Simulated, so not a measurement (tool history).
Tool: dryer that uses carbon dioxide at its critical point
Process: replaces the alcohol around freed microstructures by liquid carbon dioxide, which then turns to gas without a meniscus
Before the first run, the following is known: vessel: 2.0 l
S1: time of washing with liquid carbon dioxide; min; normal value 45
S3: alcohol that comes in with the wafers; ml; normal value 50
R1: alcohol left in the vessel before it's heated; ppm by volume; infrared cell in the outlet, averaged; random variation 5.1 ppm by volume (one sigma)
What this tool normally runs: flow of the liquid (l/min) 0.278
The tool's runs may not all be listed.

Run 1, hour 0.0: usual settings. Result: R1 139 ppm by volume.
Run 2, hour 39.4: usual settings. Result: R1 146 ppm by volume.
Run 3, hour 94.2: usual settings. Result: R1 150 ppm by volume.
Run 4, hour 146.1: usual settings. Result: R1 168 ppm by volume.
Run 5, hour 174.2: usual settings. Result: R1 163 ppm by volume.
Run 6, hour 220.5: usual settings but flow of the liquid (l/min) 0.388. Result: R1 83 ppm by volume.
Run 7, hour 266.1: usual settings but flow of the liquid (l/min) 0.388. Result: R1 82 ppm by volume.
Run 8, hour 305.1: usual settings but flow of the liquid (l/min) 0.388. Result: R1 83 ppm by volume.
Run 9, hour 337.8: usual settings but flow of the liquid (l/min) 0.388. Result: R1 89 ppm by volume.
Run 10, hour 371.1: usual settings but flow of the liquid (l/min) 0.372. Result: R1 93 ppm by volume.
Run 11, hour 403.6: usual settings. Result: R1 202 ppm by volume.
Run 12, hour 440.9: usual settings. Result: R1 212 ppm by volume.
At hour 455.6: inlet filter changed.
Run 13, hour 481.4: usual settings but S1 27 min, flow of the liquid (l/min) 0.294, S3 119 ml. Result: R1 1347 ppm by volume.
Run 14, hour 526.2: usual settings but S1 27 min, flow of the liquid (l/min) 0.385, S3 119 ml. Result: R1 472 ppm by volume.
Run 15, hour 582.7: usual settings but flow of the liquid (l/min) 0.259, S3 106 ml. Result: R1 287 ppm by volume.
Run 16, hour 635.1: usual settings but S1 71 min, flow of the liquid (l/min) 0.393, S3 33 ml. Result: R1 97 ppm by volume.
Run 17, hour 699.1: usual settings but S1 31 min, flow of the liquid (l/min) 0.396. Result: R1 163 ppm by volume.
Run 18, hour 752.6: usual settings but flow of the liquid (l/min) 0.383, S3 28 ml. Result: R1 105 ppm by volume.

For run 19, what comes out?
Run 19, hour 779.6: usual settings but flow of the liquid (l/min) 0.405, S3 21 ml. Result: R1 ?.

Run 19 gave R1 111 ppm by volume.
On a tool with no hidden condition, and with the same random variation, this run would have come out at R1 12 ppm by volume.
